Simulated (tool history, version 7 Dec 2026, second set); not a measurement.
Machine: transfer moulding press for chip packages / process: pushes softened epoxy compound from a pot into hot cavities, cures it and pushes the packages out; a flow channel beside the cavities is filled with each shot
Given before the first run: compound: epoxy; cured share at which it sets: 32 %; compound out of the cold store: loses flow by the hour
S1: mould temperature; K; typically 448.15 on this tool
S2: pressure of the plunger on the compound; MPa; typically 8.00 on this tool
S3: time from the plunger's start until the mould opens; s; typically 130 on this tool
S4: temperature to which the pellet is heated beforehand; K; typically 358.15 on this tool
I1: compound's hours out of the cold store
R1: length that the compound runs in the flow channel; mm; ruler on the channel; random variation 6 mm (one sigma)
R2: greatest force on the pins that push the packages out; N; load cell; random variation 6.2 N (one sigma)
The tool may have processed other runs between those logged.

run 1 hour=0.0 | S1=448.15 S2=8.00 S3=130 S4=358.15 | I1=9.2 | R1=872 R2=323
run 2 hour=19.5 | S1=448.15 S2=8.00 S3=130 S4=358.15 | I1=36.7 | R1=741 R2=331
run 3 hour=45.6 | S1=448.15 S2=9.75 S3=130 S4=358.15 | I1=19.4 | R1=902 R2=355
-- hour=55.1 cavities cleaned with cleaning compound and waxed
run 4 hour=60.5 | S1=445.15 S2=8.00 S3=130 S4=358.15 | I1=12.8 | R1=856 R2=292
run 5 hour=81.0 | S1=445.15 S2=8.00 S3=130 S4=358.15 | I1=47.0 | R1=712 R2=299
run 6 hour=101.9 | S1=448.15 S2=8.00 S3=130 S4=360.15 | I1=14.2 | R1=843 R2=303
-- hour=122.6 plunger's sealing rings changed
run 7 hour=126.1 | S1=448.15 S2=8.00 S3=130 S4=360.15 | I1=27.7 | R1=822 R2=311
run 8 hour=152.3 | S1=448.15 S2=8.00 S3=130 S4=360.15 | I1=31.1 | R1=805 R2=339
run 9 hour=169.0 | S1=448.15 S2=8.00 S3=130 S4=358.15 | I1=12.5 | R1=890 R2=351
-- hour=189.8 cavities cleaned with cleaning compound and waxed
run 10 hour=194.6 | S1=443.15 S2=8.00 S3=130 S4=358.15 | I1=13.1 | R1=905 R2=312
run 11 hour=213.6 | S1=443.15 S2=6.26 S3=130 S4=358.15 | I1=23.3 | R1=744 R2=330
-- hour=217.5 mould's thermocouples calibrated
run 12 hour=237.3 | S1=443.15 S2=6.26 S3=130 S4=358.15 | I1=42.2 | R1=665 R2=361
run 13 hour=254.2 | S1=443.15 S2=6.26 S3=130 S4=358.15 | I1=37.2 | R1=696 R2=365
run 14 hour=282.0 | S1=443.15 S2=6.26 S3=130 S4=358.15 | I1=43.2 | R1=664 R2=400
run 15 hour=304.1 | S1=447.15 S2=8.39 S3=130 S4=352.15 | I1=47.7 | R1=737 R2=361
-- hour=312.5 mould's thermocouples calibrated, once more
-- hour=325.1 cavities cleaned with cleaning compound and waxed
run 16 hour=326.0 | S1=447.15 S2=8.39 S3=130 S4=352.15 | I1=34.8 | R1=794 R2=252
run 17 hour=341.2 | S1=450.15 S2=8.29 S3=130 S4=358.15 | I1=43.2 | R1=735 R2=245
run 18 hour=366.3 | S1=447.15 S2=9.71 S3=130 S4=356.15 | I1=39.2 | R1=834 R2=290
run 19 hour=391.4 | S1=447.15 S2=9.71 S3=130 S4=356.15 | I1=28.1 | R1=881 R2=314
run 20 hour=408.8 | S1=447.15 S2=9.71 S3=130 S4=356.15 | I1=30.6 | R1=876 R2=342
run 21 hour=423.7 | S1=450.15 S2=8.00 S3=130 S4=358.15 | I1=42.4 | R1=727 R2=318
run 22 hour=448.7 | S1=449.15 S2=8.00 S3=123 S4=359.15 | I1=14.0 | R1=872 R2=377

Predict the results of run 23:
-- hour=456.9 cavities cleaned with cleaning compound and waxed
run 23 hour=468.2 | S1=440.15 S2=8.27 S3=130 S4=360.15 | I1=15.1 | R1=? R2=?

R1: 902 mm
R2: 404 N
Minus the tool's unlogged condition, the same run would have read R1 928 mm, R2 373 N.
